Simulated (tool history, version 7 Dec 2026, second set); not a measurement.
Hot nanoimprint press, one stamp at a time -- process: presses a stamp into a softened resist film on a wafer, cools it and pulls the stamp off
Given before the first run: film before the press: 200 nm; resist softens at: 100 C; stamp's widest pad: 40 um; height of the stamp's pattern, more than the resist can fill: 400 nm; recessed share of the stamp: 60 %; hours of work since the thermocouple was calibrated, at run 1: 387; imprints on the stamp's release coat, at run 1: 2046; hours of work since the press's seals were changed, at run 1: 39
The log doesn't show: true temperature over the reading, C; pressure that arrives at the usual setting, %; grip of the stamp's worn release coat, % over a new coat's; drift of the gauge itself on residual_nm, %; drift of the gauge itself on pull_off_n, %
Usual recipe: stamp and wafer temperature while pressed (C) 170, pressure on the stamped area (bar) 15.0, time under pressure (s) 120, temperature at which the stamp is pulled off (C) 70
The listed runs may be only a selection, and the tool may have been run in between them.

run	hour	stamp and wafer temperature while pressed (C)	pressure on the stamped area (bar)	time under pressure (s)	temperature at which the stamp is pulled off (C)	hours of work since the thermocouple was calibrated	imprints on the stamp's release coat	hours of work since the press's seals were changed	resist left under the stamp's widest pad (Å)	greatest force while the stamp is pulled off (N)
1	0.0	170	15.0	120	70	387	2046	39	1021	242
2	9.7	170	15.0	120	70	392	2070	44	1026	225
3	22.3	170	15.0	120	70	399	2101	50	1023	234
4	34.3	170	15.0	120	70	405	2130	56	1021	232
5	45.1	170	15.0	120	70	410	2157	62	1018	238
6	59.0	170	15.0	120	70	417	2191	69	1017	235
7	69.4	168	15.0	120	70	423	2217	74	1082	241
8	84.3	168	15.0	120	70	430	2253	82	1089	239
9	95.2	170	15.0	120	70	436	2280	87	1023	250
# hour 99.4: plate thermocouple calibrated
# hour 112.6: stamp cleaned and given a new release coat
10	122.6	170	15.0	120	70	9	25	97	982	179
11	140.8	170	15.0	120	70	18	69	106	987	185
12	158.8	170	15.0	120	70	27	114	115	984	182
13	174.4	170	15.0	106	70	35	152	123	1024	181
14	191.3	170	20.2	120	70	44	194	132	846	181
15	211.0	170	20.2	120	70	54	242	142	844	191
# hour 221.9: plate thermocouple calibrated, once more
16	228.5	170	20.2	120	70	3	278	150	925	192
17	248.2	175	20.2	120	75	13	327	160	777	167
18	267.7	175	20.2	120	75	23	375	170	772	170
19	285.1	175	20.2	120	75	32	418	179	768	168
20	302.2	168	20.8	120	75	41	460	188	969	175
21	311.3	168	20.8	120	75	46	482	192	977	179
22	321.6	178	15.0	186	71	51	508	198	700	200
23	333.7	170	23.6	120	77	57	537	204	852	160
24	348.7	170	15.0	187	76	65	574	211	914	168
25	365.5	170	16.5	187	70	74	616	220	864	203
26	385.1	170	15.0	93	70	84	664	230	1143	202
27	397.4	170	15.0	93	70	90	694	236	1148	205
28	413.4	170	15.0	93	70	98	734	245	1143	215
29	429.4	170	15.0	93	70	106	773	253	1147	212
30	444.9	170	20.0	93	69	114	811	261	1004	214
31	462.3	170	19.9	120	71	123	854	270	919	206

For some of the steps in resist left under the stamp's widest pad (Å) from one run to the next: how much would appear even if the tool had no hidden state, given the settings, what came in and random variation, and how much remains for the hidden state plus any gauge scatter that the measured result and the result without hidden state don't share?
Run 9 -> 10: plate thermocouple calibrated, stamp cleaned and given a new release coat. resist left under the stamp's widest pad (Å) -41: hidden state -34, all else -7.
Run 13 -> 14: pressure on the stamped area (bar) 15.0 -> 20.2, time under pressure (s) 106 -> 120. resist left under the stamp's widest pad (Å) -178: hidden state +8, all else -186.
Run 15 -> 16: plate thermocouple calibrated, once more. resist left under the stamp's widest pad (Å) +81: hidden state +81, all else +0.
Run 19 -> 20: stamp and wafer temperature while pressed (C) 175 -> 168, pressure on the stamped area (bar) 20.2 -> 20.8. resist left under the stamp's widest pad (Å) +201: hidden state -1, all else +202.
Run 21 -> 22: stamp and wafer temperature while pressed (C) 168 -> 178, pressure on the stamped area (bar) 20.8 -> 15.0, time under pressure (s) 120 -> 186, temperature at which the stamp is pulled off (C) 75 -> 71. resist left under the stamp's widest pad (Å) -277: hidden state -1, all else -276.
Run 25 -> 26: pressure on the stamped area (bar) 16.5 -> 15.0, time under pressure (s) 187 -> 93. resist left under the stamp's widest pad (Å) +279: hidden state -2, all else +281.

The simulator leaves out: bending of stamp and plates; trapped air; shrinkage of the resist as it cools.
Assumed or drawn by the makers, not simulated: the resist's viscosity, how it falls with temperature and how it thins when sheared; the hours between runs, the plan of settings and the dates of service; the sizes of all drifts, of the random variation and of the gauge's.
